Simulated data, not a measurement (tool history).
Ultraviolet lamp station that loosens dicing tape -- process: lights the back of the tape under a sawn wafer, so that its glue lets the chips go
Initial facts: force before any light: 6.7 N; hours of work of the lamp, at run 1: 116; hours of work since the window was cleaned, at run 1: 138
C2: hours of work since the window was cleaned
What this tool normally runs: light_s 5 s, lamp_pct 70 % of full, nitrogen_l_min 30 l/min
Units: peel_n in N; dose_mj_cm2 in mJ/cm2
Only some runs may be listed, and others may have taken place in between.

{"run": 1, "hour": 0.0, "light_s": 5, "lamp_pct": 70, "nitrogen_l_min": 30, "hours of work of the lamp": 116, "C2": 138, "peel_n": 0.506, "dose_mj_cm2": 296}
{"run": 2, "hour": 5.8, "light_s": 5, "lamp_pct": 70, "nitrogen_l_min": 30, "hours of work of the lamp": 120, "C2": 142, "peel_n": 0.518, "dose_mj_cm2": 298}
{"run": 3, "hour": 12.0, "light_s": 5, "lamp_pct": 70, "nitrogen_l_min": 30, "hours of work of the lamp": 124, "C2": 146, "peel_n": 0.534, "dose_mj_cm2": 300}
{"run": 4, "hour": 18.7, "light_s": 4, "lamp_pct": 70, "nitrogen_l_min": 30, "hours of work of the lamp": 128, "C2": 151, "peel_n": 0.84, "dose_mj_cm2": 238}
{"run": 5, "hour": 30.2, "light_s": 4, "lamp_pct": 70, "nitrogen_l_min": 30, "hours of work of the lamp": 136, "C2": 158, "peel_n": 0.846, "dose_mj_cm2": 233}
{"run": 6, "hour": 40.3, "light_s": 9, "lamp_pct": 70, "nitrogen_l_min": 30, "hours of work of the lamp": 142, "C2": 165, "peel_n": 0.166, "dose_mj_cm2": 525}
{"run": 7, "hour": 47.8, "light_s": 5, "lamp_pct": 84, "nitrogen_l_min": 30, "hours of work of the lamp": 147, "C2": 170, "peel_n": 0.358, "dose_mj_cm2": 349}
{"run": 8, "hour": 53.7, "light_s": 5, "lamp_pct": 70, "nitrogen_l_min": 12, "hours of work of the lamp": 151, "C2": 173, "peel_n": 1.043, "dose_mj_cm2": 293}
{"run": 9, "hour": 66.5, "light_s": 5, "lamp_pct": 70, "nitrogen_l_min": 12, "hours of work of the lamp": 159, "C2": 182, "peel_n": 1.069, "dose_mj_cm2": 286}
{"run": 10, "hour": 78.6, "light_s": 5, "lamp_pct": 70, "nitrogen_l_min": 30, "hours of work of the lamp": 167, "C2": 190, "peel_n": 0.564, "dose_mj_cm2": 288}
{"run": 11, "hour": 87.1, "light_s": 9, "lamp_pct": 70, "nitrogen_l_min": 30, "hours of work of the lamp": 173, "C2": 195, "peel_n": 0.181, "dose_mj_cm2": 508}
{"run": 12, "hour": 95.9, "light_s": 9, "lamp_pct": 70, "nitrogen_l_min": 30, "hours of work of the lamp": 178, "C2": 201, "peel_n": 0.175, "dose_mj_cm2": 508}
{"run": 13, "hour": 107.7, "light_s": 9, "lamp_pct": 70, "nitrogen_l_min": 30, "hours of work of the lamp": 186, "C2": 209, "peel_n": 0.174, "dose_mj_cm2": 503}
{"run": 14, "hour": 120.7, "light_s": 4, "lamp_pct": 74, "nitrogen_l_min": 58, "hours of work of the lamp": 194, "C2": 217, "peel_n": 0.566, "dose_mj_cm2": 235}
{"run": 15, "hour": 128.5, "light_s": 5, "lamp_pct": 70, "nitrogen_l_min": 30, "hours of work of the lamp": 200, "C2": 222, "peel_n": 0.614, "dose_mj_cm2": 278}
{"run": 16, "hour": 141.4, "light_s": 7, "lamp_pct": 63, "nitrogen_l_min": 19, "hours of work of the lamp": 208, "C2": 230, "peel_n": 0.54, "dose_mj_cm2": 351}
{"hour": 142.4, "done": "window cleaned of glue's vapour"}
{"run": 17, "hour": 148.6, "light_s": 2, "lamp_pct": 95, "nitrogen_l_min": 14, "hours of work of the lamp": 212, "C2": 4, "peel_n": 2.495, "dose_mj_cm2": 144}
{"run": 18, "hour": 161.5, "light_s": 4, "lamp_pct": 70, "nitrogen_l_min": 40, "hours of work of the lamp": 221, "C2": 12, "peel_n": 0.873, "dose_mj_cm2": 205}
{"run": 19, "hour": 169.2, "light_s": 6, "lamp_pct": 73, "nitrogen_l_min": 55, "hours of work of the lamp": 226, "C2": 17, "peel_n": 0.297, "dose_mj_cm2": 324}

Forecast run 20:
{"run": 20, "hour": 174.8, "light_s": 6, "lamp_pct": 73, "nitrogen_l_min": 55, "hours of work of the lamp": 229, "C2": 21, "peel_n": "?", "dose_mj_cm2": "?"}

Run 20 measured peel_n 0.300 N, dose_mj_cm2 319 mJ/cm2.
On a tool with no hidden condition, and with the same random variation, this run would have come out at peel_n 0.193 N, dose_mj_cm2 406 mJ/cm2.
